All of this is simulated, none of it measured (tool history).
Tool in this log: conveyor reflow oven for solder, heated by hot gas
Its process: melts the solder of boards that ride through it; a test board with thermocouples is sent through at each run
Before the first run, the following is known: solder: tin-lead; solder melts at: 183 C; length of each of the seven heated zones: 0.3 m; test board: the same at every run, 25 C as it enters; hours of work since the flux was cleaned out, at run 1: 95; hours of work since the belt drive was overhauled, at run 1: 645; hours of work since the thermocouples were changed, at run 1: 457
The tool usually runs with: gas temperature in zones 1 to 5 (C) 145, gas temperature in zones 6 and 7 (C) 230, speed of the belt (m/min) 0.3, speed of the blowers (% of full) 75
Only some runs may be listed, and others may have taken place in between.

run	hour	gas temperature in zones 1 to 5 (C)	gas temperature in zones 6 and 7 (C)	speed of the belt (m/min)	speed of the blowers (% of full)	hours of work since the flux was cleaned out	hours of work since the belt drive was overhauled	hours of work since the thermocouples were changed	highest temperature of the board (C)	time above the solder's melting point (s)
1	0	145	230	0.3	75	95	645	457	215.9	92.7
2	56.2	145	230	0.3	75	140	690	502	215.3	93.4
3	131.3	145	230	0.3	75	199	750	562	215.2	92.5
4	209.7	145	230	0.3	73	262	812	624	215.2	92.3
5	269.1	145	230	0.3	73	309	859	671	214.6	92.3
# hour 295.5: belt drive overhauled, speed set with a stopwatch
# hour 335.5: flux residue cleaned out of gas plates and filters
6	338.3	145	230	0.3	75	2	30	719	213.3	88.4
7	424.3	145	222	0.3	75	71	99	788	206.9	77.4
8	469.4	145	222	0.3	75	107	135	824	206.2	77.8
9	547.3	145	222	0.3	75	169	197	886	206.5	77
10	601.6	145	222	0.3	75	212	240	929	205.5	76.5
11	656.2	145	222	0.3	75	255	283	973	205.9	77.3
# hour 724: flux residue cleaned out of gas plates and filters, once more
12	738.2	145	222	0.3	75	11	345	1034	210.6	84.8
# hour 767.5: thermocouples of zones 6 and 7 changed
13	814.7	145	229	0.3	75	71	404	38	214.4	91.3
14	855.2	145	229	0.3	75	103	436	70	214.2	91.5
15	909.1	137	230	0.3	75	146	479	113	213.4	85.4
16	963.7	136	220	0.358	57	189	523	156	195.1	37
17	1001	136	220	0.358	57	219	552	186	195.4	37.7
18	1065.5	136	235	0.358	57	270	604	237	206.1	57.9
19	1128.5	158	239	0.331	51	321	654	288	216.5	91.2
# hour 1175.3: flux residue cleaned out of gas plates and filters
20	1209.2	140	230	0.26	75	27	714	348	219.9	111
21	1297.9	134	229	0.3	75	98	785	419	212.9	84.3
22	1370.4	130	240	0.3	75	155	843	476	221.6	91.3
# hour 1420.6: belt drive overhauled, speed set with a stopwatch
23	1454.6	130	240	0.3	75	219	27	540	220.7	88.6
24	1499.4	135	229	0.309	60	255	63	576	208.5	71.1
25	1557	137	230	0.3	75	301	109	622	213.4	83.8
26	1607	137	230	0.3	75	341	148	662	213	83.4
# hour 1628.6: flux residue cleaned out of gas plates and filters
27	1685.5	145	245	0.3	75	45	207	720	229.6	106.9
28	1751.9	137	234	0.314	74	98	260	773	216.6	83.9
29	1819	137	234	0.314	50	152	313	826	210.7	73.7
30	1865.1	137	234	0.314	50	188	350	863	210.2	74

Results for each run, recomputed without the tool's hidden state and with each run's random variation untouched:
Unlogged tool condition in this case: heat that the gas passes to the board, % of a clean oven's; belt's true speed, % of the reading; true gas temperature in zones 6 and 7 over the reading, C; drift of the gauge itself on peak_c, C; drift of the gauge itself on liquid_s, %.
run	highest temperature of the board (C)	time above the solder's melting point (s)
1	215.4	90.9
2	214.9	91.6
3	215	91
4	215.1	91
5	214.6	91
6	215.2	91.9
7	208.8	82
8	208.2	82.7
9	208.7	82.2
10	207.8	81.9
11	208.3	83
12	208.8	81.4
13	214.3	90.4
14	214.2	90.6
15	213.4	84.6
16	195.3	37.1
17	195.6	38.1
18	206.6	58.2
19	216.9	90.6
20	218.9	108.1
21	212.1	81.9
22	221	89.1
23	220.9	89.1
24	208.7	71.9
25	213.6	84.6
26	213.4	84.3
27	228.2	105
28	215.4	82
29	209.6	71.7
30	209.2	72

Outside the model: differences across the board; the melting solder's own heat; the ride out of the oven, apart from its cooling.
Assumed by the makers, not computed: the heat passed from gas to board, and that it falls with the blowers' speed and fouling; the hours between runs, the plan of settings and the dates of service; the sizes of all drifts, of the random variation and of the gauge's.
